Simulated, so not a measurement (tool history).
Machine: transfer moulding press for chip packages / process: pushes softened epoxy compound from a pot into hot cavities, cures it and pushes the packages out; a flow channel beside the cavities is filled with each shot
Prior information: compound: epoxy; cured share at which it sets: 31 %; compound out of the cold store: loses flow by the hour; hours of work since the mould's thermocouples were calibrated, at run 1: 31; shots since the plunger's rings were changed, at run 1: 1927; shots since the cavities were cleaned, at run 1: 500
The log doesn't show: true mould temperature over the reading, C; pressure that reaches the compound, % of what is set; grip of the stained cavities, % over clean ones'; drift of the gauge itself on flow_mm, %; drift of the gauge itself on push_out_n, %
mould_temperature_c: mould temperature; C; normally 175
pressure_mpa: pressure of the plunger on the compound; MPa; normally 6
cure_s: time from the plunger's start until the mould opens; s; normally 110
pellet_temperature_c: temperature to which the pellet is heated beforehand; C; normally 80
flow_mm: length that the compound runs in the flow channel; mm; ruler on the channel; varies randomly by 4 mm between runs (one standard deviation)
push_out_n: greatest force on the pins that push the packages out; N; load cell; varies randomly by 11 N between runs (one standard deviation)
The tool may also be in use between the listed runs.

run     day  mould_temperature_c  pressure_mpa  cure_s  pellet_temperature_c  hours of work since the mould's thermocouples were calibrated  shots since the plunger's rings were changed  shots since the cavities were cleaned  incoming compound's hours out of the cold store  flow_mm  push_out_n
  1       0                  175             6     110                    80                                                             31                                          1927                                    500                                             38.3      853         826
      0.958  -- cavities cleaned with cleaning compound and waxed
  2   1.512                  175             6     110                    80                                                             57                                          2345                                    160                                              9.6      979         670
  3   2.942                  175             6     110                    80                                                             83                                          2757                                    572                                             20.6      917         878
      3.633  -- cavities cleaned with cleaning compound and waxed
  4   4.783                  175             6     110                    80                                                            114                                          3269                                    331                                             13.1      941         787
      6.267  -- cavities cleaned with cleaning compound and waxed
  5   7.004                  175             6     110                    80                                                            153                                          3891                                    213                                             22.9      893         650
      8.829  -- cavities cleaned with cleaning compound and waxed
  6   9.304                  175             6     110                    80                                                            193                                          4535                                    138                                             30.9      852         632
      11.45  -- cavities cleaned with cleaning compound and waxed
  7  11.896                  175             6     110                    80                                                            238                                          5263                                    129                                             12.3      917         631
     12.158  -- plunger's sealing rings changed
     14.133  -- cavities cleaned with cleaning compound and waxed
  8  14.929                  175             6     110                    80                                                            289                                           780                                    229                                             11.1      988         727
     16.704  -- cavities cleaned with cleaning compound and waxed
  9  16.704                  175             6     138                    80                                                            320                                          1273                                      0                                             26.7      907         436
       19.4  -- cavities cleaned with cleaning compound and waxed
 10  19.496                  175             6     138                    80                                                            369                                          2059                                     28                                             14.1      955         473
 11  21.738                  175             6     138                    80                                                            409                                          2704                                    673                                             32.1      866         801
     21.996  -- cavities cleaned with cleaning compound and waxed
 12  24.388                  172             6     110                    80                                                            455                                          3450                                    690                                             35.9      844         976
     24.708  -- cavities cleaned with cleaning compound and waxed
 13  26.833                  172             6     110                    80                                                            498                                          4136                                    612                                             29.6      859         954
     27.304  -- cavities cleaned with cleaning compound and waxed
     29.971  -- cavities cleaned with cleaning compound and waxed
 14      30                  172          6.13     107                    90                                                            552                                          5012                                      9                                             17.5      917         587
     31.017  -- plunger's sealing rings changed
     32.621  -- cavities cleaned with cleaning compound and waxed
 15  33.267                  181          5.55     128                    73                                                            608                                           630                                    187                                             18.1      894         570
 16  34.792                  181          5.55     128                    73                                                            635                                          1068                                    625                                               20      880         771

What will run 17 give?
     35.333  -- cavities cleaned with cleaning compound and waxed
     37.533  -- mould's thermocouples calibrated
 17  37.625                  181          5.55     128                    88                                                              2                                          1843                                    637                                             28.9        ?           ?

{"run 17": {"flow_mm": 829, "push_out_n": 804}}
Take away the tool's hidden state, keep the run-to-run variation as it was, and the same run would have given flow_mm 854 mm, push_out_n 435 N.
